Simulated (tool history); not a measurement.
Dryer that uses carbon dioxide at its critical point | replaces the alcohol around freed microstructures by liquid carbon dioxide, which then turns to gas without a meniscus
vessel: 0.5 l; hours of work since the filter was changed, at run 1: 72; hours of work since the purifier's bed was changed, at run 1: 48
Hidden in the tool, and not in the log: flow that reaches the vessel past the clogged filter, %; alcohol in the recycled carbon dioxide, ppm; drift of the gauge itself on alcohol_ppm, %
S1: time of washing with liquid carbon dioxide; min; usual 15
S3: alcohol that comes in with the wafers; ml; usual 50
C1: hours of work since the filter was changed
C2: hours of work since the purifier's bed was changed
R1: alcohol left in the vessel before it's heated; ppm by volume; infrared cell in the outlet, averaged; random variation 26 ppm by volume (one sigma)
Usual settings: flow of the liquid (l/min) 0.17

run 1 hour=0 | S1=15 flow_of_the_liquid_(l/min)=0.17 S3=50 | C1=72 C2=48 | R1=2216
run 2 hour=15 | S1=9 flow_of_the_liquid_(l/min)=0.17 S3=50 | C1=83 C2=58 | R1=10745
run 3 hour=25 | S1=15 flow_of_the_liquid_(l/min)=0.17 S3=112 | C1=90 C2=66 | R1=5469
run 4 hour=46.1 | S1=15 flow_of_the_liquid_(l/min)=0.17 S3=112 | C1=105 C2=80 | R1=5757
run 5 hour=60.3 | S1=15 flow_of_the_liquid_(l/min)=0.17 S3=52 | C1=115 C2=91 | R1=2789
run 6 hour=71.4 | S1=15 flow_of_the_liquid_(l/min)=0.17 S3=52 | C1=123 C2=98 | R1=2904
run 7 hour=92 | S1=15 flow_of_the_liquid_(l/min)=0.17 S3=50 | C1=137 C2=113 | R1=3003
run 8 hour=109.3 | S1=15 flow_of_the_liquid_(l/min)=0.17 S3=50 | C1=149 C2=125 | R1=3083
run 9 hour=123.6 | S1=15 flow_of_the_liquid_(l/min)=0.17 S3=50 | C1=160 C2=135 | R1=3265
run 10 hour=142.1 | S1=15 flow_of_the_liquid_(l/min)=0.17 S3=50 | C1=173 C2=148 | R1=3379
-- hour=145.1 inlet filter changed
run 11 hour=158.5 | S1=15 flow_of_the_liquid_(l/min)=0.172 S3=50 | C1=9 C2=159 | R1=1696
run 12 hour=176.6 | S1=15 flow_of_the_liquid_(l/min)=0.172 S3=50 | C1=22 C2=172 | R1=1821
run 13 hour=198.7 | S1=15 flow_of_the_liquid_(l/min)=0.172 S3=50 | C1=38 C2=188 | R1=1920
run 14 hour=215 | S1=15 flow_of_the_liquid_(l/min)=0.172 S3=50 | C1=49 C2=199 | R1=2020
run 15 hour=229.3 | S1=15 flow_of_the_liquid_(l/min)=0.172 S3=50 | C1=60 C2=209 | R1=2133
run 16 hour=249 | S1=15 flow_of_the_liquid_(l/min)=0.172 S3=50 | C1=74 C2=223 | R1=2254
run 17 hour=270 | S1=15 flow_of_the_liquid_(l/min)=0.172 S3=50 | C1=88 C2=238 | R1=2407
run 18 hour=289.3 | S1=15 flow_of_the_liquid_(l/min)=0.17 S3=50 | C1=102 C2=252 | R1=2560
run 19 hour=305.5 | S1=15 flow_of_the_liquid_(l/min)=0.17 S3=50 | C1=114 C2=263 | R1=2679
run 20 hour=318.5 | S1=15 flow_of_the_liquid_(l/min)=0.184 S3=50 | C1=123 C2=273 | R1=2104
run 21 hour=328.4 | S1=15 flow_of_the_liquid_(l/min)=0.184 S3=50 | C1=130 C2=280 | R1=2210
run 22 hour=345.2 | S1=15 flow_of_the_liquid_(l/min)=0.17 S3=50 | C1=142 C2=291 | R1=3085
run 23 hour=365.1 | S1=15 flow_of_the_liquid_(l/min)=0.17 S3=50 | C1=156 C2=306 | R1=3239
run 24 hour=374.5 | S1=20 flow_of_the_liquid_(l/min)=0.17 S3=36 | C1=162 C2=312 | R1=793
run 25 hour=388.4 | S1=20 flow_of_the_liquid_(l/min)=0.17 S3=36 | C1=172 C2=322 | R1=821
-- hour=391.8 inlet filter changed
run 26 hour=402.2 | S1=20 flow_of_the_liquid_(l/min)=0.274 S3=36 | C1=7 C2=331 | R1=43
run 27 hour=424.1 | S1=16 flow_of_the_liquid_(l/min)=0.103 S3=57 | C1=23 C2=347 | R1=8537
run 28 hour=440.8 | S1=11 flow_of_the_liquid_(l/min)=0.169 S3=32 | C1=35 C2=358 | R1=3787
run 29 hour=461.6 | S1=11 flow_of_the_liquid_(l/min)=0.169 S3=32 | C1=49 C2=373 | R1=3877
run 30 hour=477.2 | S1=12 flow_of_the_liquid_(l/min)=0.17 S3=50 | C1=60 C2=384 | R1=4848
run 31 hour=494.6 | S1=18 flow_of_the_liquid_(l/min)=0.149 S3=55 | C1=73 C2=396 | R1=2089
run 32 hour=511 | S1=16 flow_of_the_liquid_(l/min)=0.211 S3=39 | C1=84 C2=408 | R1=642
run 33 hour=528.5 | S1=15 flow_of_the_liquid_(l/min)=0.286 S3=56 | C1=97 C2=420 | R1=310
run 34 hour=547.1 | S1=18 flow_of_the_liquid_(l/min)=0.11 S3=115 | C1=110 C2=434 | R1=13249
run 35 hour=566.1 | S1=18 flow_of_the_liquid_(l/min)=0.11 S3=115 | C1=123 C2=447 | R1=14241
run 36 hour=576.4 | S1=18 flow_of_the_liquid_(l/min)=0.11 S3=115 | C1=131 C2=454 | R1=14627
run 37 hour=594.3 | S1=12 flow_of_the_liquid_(l/min)=0.11 S3=81 | C1=143 C2=467 | R1=26110
run 38 hour=609.3 | S1=12 flow_of_the_liquid_(l/min)=0.11 S3=81 | C1=154 C2=478 | R1=27255
run 39 hour=619.5 | S1=21 flow_of_the_liquid_(l/min)=0.11 S3=42 | C1=161 C2=485 | R1=3806
run 40 hour=629.6 | S1=10 flow_of_the_liquid_(l/min)=0.12 S3=50 | C1=168 C2=492 | R1=19940
-- hour=638.8 inlet filter changed
run 41 hour=642.9 | S1=10 flow_of_the_liquid_(l/min)=0.228 S3=40 | C1=3 C2=501 | R1=2319
run 42 hour=664.5 | S1=10 flow_of_the_liquid_(l/min)=0.228 S3=40 | C1=18 C2=516 | R1=2406
run 43 hour=686.6 | S1=15 flow_of_the_liquid_(l/min)=0.167 S3=22 | C1=34 C2=532 | R1=995
run 44 hour=697.3 | S1=17 flow_of_the_liquid_(l/min)=0.282 S3=50 | C1=41 C2=539 | R1=123
run 45 hour=719.5 | S1=9 flow_of_the_liquid_(l/min)=0.174 S3=25 | C1=57 C2=555 | R1=5071
-- hour=732.5 purifier's bed changed
run 46 hour=742.1 | S1=11 flow_of_the_liquid_(l/min)=0.167 S3=60 | C1=71 C2=7 | R1=8342

Forecast each of these 3 alternatives for the next run:
run A hour=753.2 | S1=24 flow_of_the_liquid_(l/min)=0.233 S3=33 | C1=79 C2=15 | R1=?
run B hour=753.2 | S1=14 flow_of_the_liquid_(l/min)=0.228 S3=23 | C1=79 C2=15 | R1=?
run C hour=753.2 | S1=15 flow_of_the_liquid_(l/min)=0.21 S3=36 | C1=79 C2=15 | R1=?

run=A R1=23
run=B R1=473
run=C R1=764
Without the tool's hidden state the same runs would have given:
run=A R1=10
run=B R1=307
run=C R1=496

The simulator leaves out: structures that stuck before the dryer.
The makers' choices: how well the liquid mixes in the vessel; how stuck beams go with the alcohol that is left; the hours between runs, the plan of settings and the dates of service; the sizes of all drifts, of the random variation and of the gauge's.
